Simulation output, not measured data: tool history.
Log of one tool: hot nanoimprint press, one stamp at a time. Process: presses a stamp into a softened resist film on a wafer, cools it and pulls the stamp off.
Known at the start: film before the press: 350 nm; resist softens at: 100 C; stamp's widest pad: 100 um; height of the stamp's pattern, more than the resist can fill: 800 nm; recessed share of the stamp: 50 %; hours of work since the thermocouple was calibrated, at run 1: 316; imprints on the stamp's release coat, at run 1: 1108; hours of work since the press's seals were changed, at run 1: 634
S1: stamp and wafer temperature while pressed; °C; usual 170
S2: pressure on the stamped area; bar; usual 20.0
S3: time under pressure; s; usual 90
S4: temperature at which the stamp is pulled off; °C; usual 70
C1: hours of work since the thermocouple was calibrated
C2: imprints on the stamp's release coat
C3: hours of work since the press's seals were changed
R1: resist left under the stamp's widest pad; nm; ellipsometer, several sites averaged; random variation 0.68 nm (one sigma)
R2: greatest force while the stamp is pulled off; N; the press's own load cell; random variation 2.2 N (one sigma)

| run | day | S1 | S2 | S3 | S4 | C1 | C2 | C3 | R1 | R2 |
|---|---|---|---|---|---|---|---|---|---|---|
| 1 | 0.000 | 170 | 20.0 | 90 | 70 | 316 | 1108 | 634 | 186.3 | 208 |
| 2 | 0.983 | 170 | 20.0 | 90 | 70 | 326 | 1185 | 644 | 185.7 | 210 |
| 3 | 2.671 | 170 | 20.0 | 90 | 70 | 342 | 1317 | 660 | 187.4 | 209 |
| 4 | 4.083 | 170 | 20.0 | 68 | 70 | 356 | 1427 | 674 | 201.9 | 213 |
| 5 | 5.762 | 170 | 20.0 | 68 | 70 | 373 | 1559 | 691 | 203.0 | 213 |
| 6 | 6.679 | 158 | 20.0 | 68 | 70 | 382 | 1631 | 700 | 263.7 | 207 |
| 7 | 7.942 | 158 | 20.0 | 68 | 70 | 394 | 1729 | 712 | 264.7 | 215 |
| 8 | 9.258 | 170 | 20.0 | 90 | 70 | 407 | 1833 | 725 | 186.7 | 210 |
| 9 | 10.412 | 158 | 20.0 | 90 | 70 | 419 | 1923 | 737 | 247.8 | 210 |
| 10 | 12.008 | 158 | 20.0 | 90 | 70 | 435 | 2048 | 752 | 248.5 | 209 |
|  | 13.083 | plate thermocouple calibrated |
| 11 | 13.942 | 158 | 20.0 | 90 | 70 | 8 | 2190 | 770 | 247.0 | 206 |
|  | 15.821 | stamp cleaned and given a new release coat |
| 12 | 15.992 | 170 | 20.0 | 90 | 70 | 26 | 13 | 788 | 188.2 | 207 |
| 13 | 17.429 | 170 | 20.0 | 90 | 70 | 40 | 126 | 802 | 186.6 | 211 |
| 14 | 18.671 | 170 | 20.0 | 90 | 70 | 53 | 223 | 814 | 186.8 | 208 |
| 15 | 20.233 | 162 | 15.3 | 54 | 62 | 68 | 346 | 830 | 279.3 | 238 |
| 16 | 22.062 | 162 | 15.3 | 54 | 62 | 86 | 489 | 848 | 278.3 | 239 |
| 17 | 23.388 | 162 | 15.3 | 122 | 62 | 99 | 593 | 861 | 234.9 | 233 |
| 18 | 24.779 | 162 | 15.3 | 122 | 62 | 113 | 701 | 875 | 234.3 | 236 |
| 19 | 25.700 | 168 | 20.0 | 142 | 74 | 122 | 774 | 884 | 170.2 | 191 |
| 20 | 26.746 | 168 | 20.0 | 142 | 74 | 132 | 855 | 894 | 170.6 | 196 |
| 21 | 27.879 | 175 | 20.0 | 142 | 56 | 144 | 944 | 905 | 143.3 | 262 |
| 22 | 28.862 | 170 | 17.9 | 153 | 70 | 153 | 1021 | 915 | 168.9 | 209 |
| 23 | 30.471 | 173 | 20.0 | 72 | 78 | 169 | 1147 | 931 | 185.0 | 179 |
| 24 | 32.188 | 170 | 20.0 | 157 | 70 | 186 | 1282 | 948 | 156.7 | 214 |
| 25 | 33.012 | 169 | 20.0 | 128 | 70 | 194 | 1346 | 956 | 172.1 | 210 |
| 26 | 34.725 | 176 | 23.2 | 128 | 70 | 211 | 1480 | 973 | 131.2 | 212 |

Forecast each of these 5 alternatives for the next run:
| A | 36.054 | 176 | 16.4 | 170 | 70 | 224 | 1585 | 986 | ? | ? |
| B | 36.054 | 162 | 20.0 | 90 | 70 | 224 | 1585 | 986 | ? | ? |
| C | 36.054 | 176 | 23.2 | 128 | 73 | 224 | 1585 | 986 | ? | ? |
| D | 36.054 | 176 | 16.8 | 49 | 73 | 224 | 1585 | 986 | ? | ? |
| E | 36.054 | 170 | 19.1 | 51 | 76 | 224 | 1585 | 986 | ? | ? |

| run | R1 | R2 |
|---|---|---|
| A | 147.1 | 211 |
| B | 226.2 | 214 |
| C | 132.6 | 200 |
| D | 211.6 | 203 |
| E | 224.7 | 189 |
Without the tool's hidden state the same runs would have given:
| run | R1 | R2 |
|---|---|---|
| A | 146.8 | 210 |
| B | 225.8 | 213 |
| C | 132.3 | 199 |
| D | 211.2 | 202 |
| E | 224.3 | 188 |

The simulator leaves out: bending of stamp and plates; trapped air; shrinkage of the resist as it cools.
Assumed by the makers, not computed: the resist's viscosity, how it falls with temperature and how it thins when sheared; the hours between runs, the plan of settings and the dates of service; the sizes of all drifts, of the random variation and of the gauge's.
